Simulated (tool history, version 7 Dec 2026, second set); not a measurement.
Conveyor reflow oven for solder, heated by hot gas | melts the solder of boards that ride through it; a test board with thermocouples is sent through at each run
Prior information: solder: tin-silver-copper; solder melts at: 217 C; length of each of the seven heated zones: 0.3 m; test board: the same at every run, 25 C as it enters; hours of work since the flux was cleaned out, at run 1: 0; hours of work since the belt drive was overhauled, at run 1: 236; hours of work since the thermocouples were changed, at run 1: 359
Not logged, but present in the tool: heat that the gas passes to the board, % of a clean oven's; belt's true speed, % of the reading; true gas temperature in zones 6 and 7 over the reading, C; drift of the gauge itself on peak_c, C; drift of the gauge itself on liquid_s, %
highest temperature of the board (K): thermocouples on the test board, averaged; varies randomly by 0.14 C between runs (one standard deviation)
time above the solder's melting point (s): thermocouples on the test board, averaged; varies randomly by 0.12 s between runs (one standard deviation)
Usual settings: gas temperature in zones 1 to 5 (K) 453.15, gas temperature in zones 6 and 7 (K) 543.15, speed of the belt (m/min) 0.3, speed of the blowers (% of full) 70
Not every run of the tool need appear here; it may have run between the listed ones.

| run | hour | gas temperature in zones 1 to 5 (K) | gas temperature in zones 6 and 7 (K) | speed of the belt (m/min) | speed of the blowers (% of full) | hours of work since the flux was cleaned out | hours of work since the belt drive was overhauled | hours of work since the thermocouples were changed | highest temperature of the board (K) | time above the solder's melting point (s) |
|---|---|---|---|---|---|---|---|---|---|---|
| 1 | 0 | 453.15 | 543.15 | 0.3 | 70 | 0 | 236 | 359 | 531.75 | 100.8 |
| 2 | 15.1 | 441.15 | 543.15 | 0.3 | 70 | 8 | 244 | 367 | 529.65 | 93 |
| 3 | 30.2 | 441.15 | 543.15 | 0.3 | 70 | 16 | 251 | 375 | 530.15 | 92.9 |
| 4 | 38.1 | 441.15 | 543.15 | 0.355 | 70 | 20 | 256 | 380 | 524.55 | 71.8 |
| 5 | 48.4 | 453.15 | 543.15 | 0.3 | 70 | 26 | 261 | 385 | 531.95 | 100.7 |
| 6 | 66.1 | 453.15 | 543.15 | 0.253 | 70 | 35 | 270 | 394 | 535.45 | 124.4 |
| 7 | 77.6 | 453.15 | 543.15 | 0.253 | 70 | 41 | 277 | 400 | 535.45 | 124.7 |
| 8 | 87.8 | 453.15 | 543.15 | 0.253 | 70 | 46 | 282 | 406 | 535.45 | 124.8 |
| 9 | 96.6 | 453.15 | 543.15 | 0.3 | 70 | 51 | 287 | 411 | 531.65 | 100.7 |
| 10 | 107.6 | 453.15 | 543.15 | 0.3 | 72 | 57 | 292 | 416 | 531.85 | 101.4 |
| 11 | 115.9 | 453.15 | 543.15 | 0.3 | 72 | 61 | 297 | 421 | 531.55 | 101 |
| 12 | 127 | 453.15 | 543.15 | 0.3 | 72 | 67 | 303 | 427 | 531.95 | 100.8 |
| 13 | 140.5 | 453.15 | 543.15 | 0.3 | 72 | 74 | 310 | 434 | 531.85 | 100.9 |
| 14 | 152.9 | 453.15 | 543.15 | 0.3 | 72 | 81 | 316 | 440 | 531.55 | 101 |
| 15 | 166.9 | 453.15 | 543.15 | 0.3 | 70 | 88 | 324 | 448 | 531.75 | 100.7 |
| 16 | 181.1 | 453.15 | 543.15 | 0.326 | 53 | 96 | 331 | 455 | 526.85 | 86.3 |
| 17 | 196.6 | 453.15 | 543.15 | 0.326 | 53 | 104 | 339 | 463 | 526.75 | 86.6 |
| 18 | 211.8 | 453.15 | 543.15 | 0.326 | 53 | 112 | 347 | 471 | 526.55 | 86.5 |
| 19 | 220.9 | 446.15 | 543.15 | 0.3 | 56 | 117 | 352 | 476 | 528.55 | 93.1 |
| 20 | 236.3 | 453.15 | 543.15 | 0.265 | 71 | 125 | 360 | 484 | 534.65 | 117.9 |
| 21 | 248.8 | 453.15 | 543.15 | 0.265 | 71 | 131 | 367 | 491 | 534.45 | 117.7 |
| 22 | 256.7 | 453.15 | 543.15 | 0.328 | 55 | 136 | 371 | 495 | 526.75 | 86.1 |
| 23 | 268.8 | 453.15 | 543.15 | 0.328 | 55 | 142 | 377 | 501 | 526.85 | 86.2 |
| 24 | 286.7 | 453.15 | 543.15 | 0.328 | 55 | 151 | 387 | 511 | 526.85 | 86.1 |
| 25 | 302.4 | 457.15 | 531.15 | 0.35 | 89 | 160 | 395 | 519 | 519.65 | 77.7 |
|  | 311.9 | thermocouples of zones 6 and 7 changed |
| 26 | 320.8 | 457.15 | 531.15 | 0.35 | 89 | 168 | 404 | 5 | 519.95 | 77.7 |
| 27 | 332.7 | 464.15 | 541.15 | 0.35 | 72 | 175 | 410 | 11 | 527.85 | 88.5 |
| 28 | 352.2 | 464.15 | 541.15 | 0.35 | 72 | 185 | 420 | 21 | 527.85 | 88.4 |
| 29 | 363.8 | 453.15 | 543.15 | 0.35 | 70 | 191 | 427 | 27 | 527.25 | 81.4 |
| 30 | 375.8 | 441.15 | 543.15 | 0.254 | 82 | 197 | 433 | 34 | 535.25 | 118.1 |

For each entry between runs, how does the tool's hidden state at the last listed run before it compare with that at the first listed run after it?
In the gap between runs 25 and 26: thermocouples of zones 6 and 7 changed (hour 311.9)
  true gas temperature in zones 6 and 7 over the reading, C: -0.03 -> 0.01

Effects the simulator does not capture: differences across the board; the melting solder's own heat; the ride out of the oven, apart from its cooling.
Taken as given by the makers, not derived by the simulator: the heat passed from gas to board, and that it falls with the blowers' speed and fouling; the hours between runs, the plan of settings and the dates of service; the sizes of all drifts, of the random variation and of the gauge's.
